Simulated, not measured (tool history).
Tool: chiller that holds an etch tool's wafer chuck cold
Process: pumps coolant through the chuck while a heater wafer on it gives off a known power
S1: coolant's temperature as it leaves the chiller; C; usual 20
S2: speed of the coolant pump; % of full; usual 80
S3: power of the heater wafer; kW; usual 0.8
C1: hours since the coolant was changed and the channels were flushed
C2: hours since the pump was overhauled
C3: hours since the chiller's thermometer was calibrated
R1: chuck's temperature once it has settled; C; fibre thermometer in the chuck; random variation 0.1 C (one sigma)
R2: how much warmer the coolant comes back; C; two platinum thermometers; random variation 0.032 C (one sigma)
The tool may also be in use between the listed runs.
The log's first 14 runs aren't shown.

run,day,S1,S2,S3,C1,C2,C3,R1,R2
15,31.142,12,80,0.8,446,2823,1116,18.4,3.48
16,33.217,12,80,0.431,496,2873,1165,15.3,1.88
17,35.921,12,64,1.157,561,2938,1230,22.6,6.45
18,38.879,20,62,0.879,632,3008,1301,28.2,5.15
19,41.417,20,62,0.879,693,3069,1362,28.1,5.09
20,43.138,18,62,0.757,734,3111,1404,25.1,4.38
21,45.992,29,66,0.415,803,3179,1472,32.6,2.22
22,48.683,29,66,0.415,867,3244,1537,32.7,2.25
23,51.233,29,66,0.415,928,3305,1598,32.7,2.3
24,53.871,19,73,0.419,992,3368,1661,22.7,2.04
25,56.438,19,73,0.419,1053,3430,1723,22.4,2.06
26,57.9,20,87,0.8,1089,3465,1758,26,3.26
27,60.083,20,87,0.8,1141,3517,1810,25.9,3.23
28,62.129,15,81,0.422,1190,3566,1859,18.3,1.87
29,63.792,20,80,0.736,1230,3606,1899,25.9,3.27
30,65.15,12,61,0.944,1262,3639,1932,20.9,5.52
31,67.133,12,61,0.944,1310,3687,1979,20.9,5.61
32,69.312,20,98,0.422,1362,3739,2032,22.9,1.51

4 ways to go on from here, each from the tool as it stands after run 32. What would each give?
A,70.742,22,86,0.402,1397,3773,2066,?,?
B,70.742,17,98,0.422,1397,3773,2066,?,?
C,70.742,12,73,0.616,1397,3773,2066,?,?
D,70.742,27,80,0.8,1397,3773,2066,?,?

run,R1,R2
A,25.1,1.56
B,19.9,1.51
C,17,2.99
D,33.2,3.56
Without the tool's hidden state the same runs would have given:
run,R1,R2
A,25.1,1.56
B,19.9,1.51
C,17,2.98
D,33.2,3.55

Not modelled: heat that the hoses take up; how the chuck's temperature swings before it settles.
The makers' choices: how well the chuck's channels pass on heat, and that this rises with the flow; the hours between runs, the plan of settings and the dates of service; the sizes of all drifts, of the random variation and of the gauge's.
